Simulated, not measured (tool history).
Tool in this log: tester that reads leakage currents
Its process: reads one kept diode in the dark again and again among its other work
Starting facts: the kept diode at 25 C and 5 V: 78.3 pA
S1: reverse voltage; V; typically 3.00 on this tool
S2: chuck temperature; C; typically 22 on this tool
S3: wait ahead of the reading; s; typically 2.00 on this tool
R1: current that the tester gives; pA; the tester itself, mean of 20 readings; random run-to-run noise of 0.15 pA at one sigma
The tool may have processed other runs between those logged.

| run | day | S1 | S2 | S3 | R1 |
|---|---|---|---|---|---|
| 1 | 0.000 | 3.00 | 22 | 2.00 | 45.54 |
| 2 | 1.650 | 3.00 | 22 | 5.68 | 45.05 |
| 3 | 4.421 | 7.32 | 22 | 2.00 | 79.62 |
| 4 | 5.983 | 7.32 | 22 | 2.00 | 79.70 |
| 5 | 8.633 | 7.32 | 22 | 2.00 | 80.20 |
| 6 | 11.050 | 7.32 | 22 | 2.00 | 79.71 |
| 7 | 13.058 | 7.32 | 22 | 2.00 | 80.42 |
| 8 | 15.275 | 1.71 | 22 | 2.00 | 32.63 |
| 9 | 16.692 | 2.12 | 46 | 4.37 | 217.05 |
| 10 | 18.642 | 3.00 | 21 | 0.31 | 45.67 |
| 11 | 19.892 | 11.15 | 41 | 6.56 | 398.41 |
| 12 | 21.038 | 7.60 | 41 | 0.31 | 326.17 |
| 13 | 23.638 | 9.53 | 39 | 1.57 | 316.53 |

Branching from run 13: 3 alternative next runs. What would each branch give?
| A | 25.596 | 8.17 | 22 | 0.62 | ? |
| B | 25.596 | 2.34 | 34 | 0.67 | ? |
| C | 25.596 | 9.53 | 39 | 1.06 | ? |

| run | R1 |
|---|---|
| A | 90.78 |
| B | 97.00 |
| C | 318.43 |
What these runs would have given with no unlogged condition in the tool:
| run | R1 |
|---|---|
| A | 85.82 |
| B | 105.14 |
| C | 339.78 |
